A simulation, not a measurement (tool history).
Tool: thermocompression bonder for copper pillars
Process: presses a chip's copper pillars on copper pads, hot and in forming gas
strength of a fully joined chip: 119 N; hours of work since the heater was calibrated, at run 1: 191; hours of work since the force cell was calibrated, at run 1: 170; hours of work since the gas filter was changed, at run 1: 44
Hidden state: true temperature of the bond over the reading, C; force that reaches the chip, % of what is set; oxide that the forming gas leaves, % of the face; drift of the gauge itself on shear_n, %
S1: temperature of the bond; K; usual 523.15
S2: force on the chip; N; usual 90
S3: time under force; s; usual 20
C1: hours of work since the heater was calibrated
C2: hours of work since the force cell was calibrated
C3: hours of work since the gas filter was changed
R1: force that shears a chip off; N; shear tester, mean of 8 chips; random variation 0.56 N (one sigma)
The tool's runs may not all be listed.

run,hour,S1,S2,S3,C1,C2,C3,R1
1,0.0,523.15,90,20,191,170,44,61.0
2,7.0,523.15,76,20,194,173,48,55.5
3,13.5,523.15,76,20,198,176,51,55.4
4,19.9,523.15,76,20,201,179,54,55.1
5,28.7,523.15,103,20,205,184,58,65.4
6,35.2,523.15,103,20,208,187,62,64.1
7,40.5,523.15,103,20,211,190,64,64.8
8,49.9,493.15,103,20,216,194,69,46.6
# hour 52.2: force cell calibrated
9,56.8,493.15,103,20,218,2,72,46.6
10,64.6,523.15,90,20,222,6,76,59.8
# hour 75.8: force cell calibrated, once more
11,75.8,523.15,90,20,227,0,80,60.4
12,85.0,523.15,90,20,232,5,85,61.2
13,89.9,532.15,68,20,234,7,88,57.1
14,99.5,532.15,68,20,239,12,92,56.9
15,104.5,544.15,56,20,241,14,95,55.8
16,114.7,544.15,56,20,247,19,100,57.3
17,124.0,523.15,131,20,251,24,105,72.5
18,132.2,516.15,80,11,255,28,109,41.5
19,138.9,516.15,80,11,259,32,112,41.4

Forecast each of these 4 alternatives for the next run:
A,146.9,523.15,91,20,263,36,116,?
B,146.9,511.15,90,20,263,36,116,?
C,146.9,523.15,100,11,263,36,116,?
D,146.9,548.15,90,20,263,36,116,?

run,R1
A,59.2
B,52.4
C,51.5
D,72.7
Without the tool's hidden state the same runs would have given:
run,R1
A,61.4
B,54.4
C,53.5
D,75.3
